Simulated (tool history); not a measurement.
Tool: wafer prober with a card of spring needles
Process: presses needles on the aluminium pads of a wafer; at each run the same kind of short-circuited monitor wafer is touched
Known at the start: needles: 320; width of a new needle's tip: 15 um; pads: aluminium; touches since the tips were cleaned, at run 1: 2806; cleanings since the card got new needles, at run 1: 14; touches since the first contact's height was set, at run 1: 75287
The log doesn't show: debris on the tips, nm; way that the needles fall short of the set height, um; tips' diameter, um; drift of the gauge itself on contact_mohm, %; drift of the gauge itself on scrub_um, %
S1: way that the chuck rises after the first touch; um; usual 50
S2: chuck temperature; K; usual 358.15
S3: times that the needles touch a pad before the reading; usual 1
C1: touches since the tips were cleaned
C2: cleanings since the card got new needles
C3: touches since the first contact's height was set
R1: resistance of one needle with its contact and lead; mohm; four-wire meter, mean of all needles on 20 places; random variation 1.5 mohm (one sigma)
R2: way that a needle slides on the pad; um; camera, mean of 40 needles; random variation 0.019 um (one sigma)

run	hour	S1	S2	S3	C1	C2	C3	R1	R2
1	0.0	50	358.15	1	2806	14	75287	138	7.69
# hour 4.0: tips cleaned on abrasive film
# hour 12.0: height of the first contact set anew
# hour 14.0: tips cleaned on abrasive film
# hour 21.8: tips cleaned on abrasive film
2	26.7	50	358.15	1	2939	17	8730	138	7.66
# hour 30.6: tips cleaned on abrasive film
# hour 38.5: tips cleaned on abrasive film
# hour 48.2: tips cleaned on abrasive film
# hour 57.9: tips cleaned on abrasive film
3	62.5	50	358.15	1	2739	21	29994	141	7.67
# hour 66.4: tips cleaned on abrasive film
# hour 74.3: tips cleaned on abrasive film
# hour 82.4: tips cleaned on abrasive film
4	82.4	50	358.15	1	0	24	41797	139	7.65
# hour 92.2: tips cleaned on abrasive film
# hour 101.9: tips cleaned on abrasive film
# hour 111.7: tips cleaned on abrasive film
5	118.4	50	358.15	1	4061	27	63226	136	7.70
# hour 120.4: tips cleaned on abrasive film
# hour 130.2: tips cleaned on abrasive film
# hour 138.0: tips cleaned on abrasive film
# hour 145.9: tips cleaned on abrasive film
6	145.9	50	358.15	1	0	31	79492	140	7.71
# hour 152.0: height of the first contact set anew
# hour 154.0: tips cleaned on abrasive film
# hour 163.8: tips cleaned on abrasive film
7	168.9	33	355.15	2	3053	33	10001	145	5.10
# hour 172.8: tips cleaned on abrasive film
# hour 180.6: tips cleaned on abrasive film
# hour 190.4: tips cleaned on abrasive film
8	193.1	50	391.15	1	1673	36	24410	143	7.72
# hour 199.0: tips cleaned on abrasive film
# hour 208.8: tips cleaned on abrasive film
# hour 218.5: tips cleaned on abrasive film
# hour 228.2: tips cleaned on abrasive film
# hour 238.0: tips cleaned on abrasive film
9	240.6	50	325.15	1	1579	41	52621	134	7.72
# hour 246.5: tips cleaned on abrasive film
# hour 254.3: tips cleaned on abrasive film
# hour 264.0: tips cleaned on abrasive film
# hour 273.8: tips cleaned on abrasive film
# hour 281.6: tips cleaned on abrasive film
10	282.9	58	350.15	2	782	46	77717	135	8.94
# hour 290.7: tips cleaned on abrasive film
# hour 291.0: height of the first contact set anew
# hour 300.7: tips cleaned on abrasive film
# hour 310.4: tips cleaned on abrasive film
# hour 320.2: tips cleaned on abrasive film
11	320.6	38	305.15	1	276	50	17644	133	5.85

4 ways to go on from here, each from the tool as it stands after run 11. What would each give?
# hour 328.4: tips cleaned on abrasive film
# hour 336.3: tips cleaned on abrasive film
A	340.5	38	314.15	1	2541	52	29448	?	?
# hour 328.4: tips cleaned on abrasive film
# hour 336.3: tips cleaned on abrasive film
B	340.5	67	305.15	2	2541	52	29448	?	?
# hour 328.4: tips cleaned on abrasive film
# hour 336.3: tips cleaned on abrasive film
C	340.5	50	348.15	1	2541	52	29448	?	?
# hour 328.4: tips cleaned on abrasive film
# hour 336.3: tips cleaned on abrasive film
D	340.5	38	305.15	2	2541	52	29448	?	?

run	R1	R2
A	135	5.88
B	125	10.35
C	136	7.72
D	135	5.89
Without the tool's hidden state the same runs would have given:
run	R1	R2
A	135	5.84
B	125	10.29
C	136	7.67
D	134	5.85
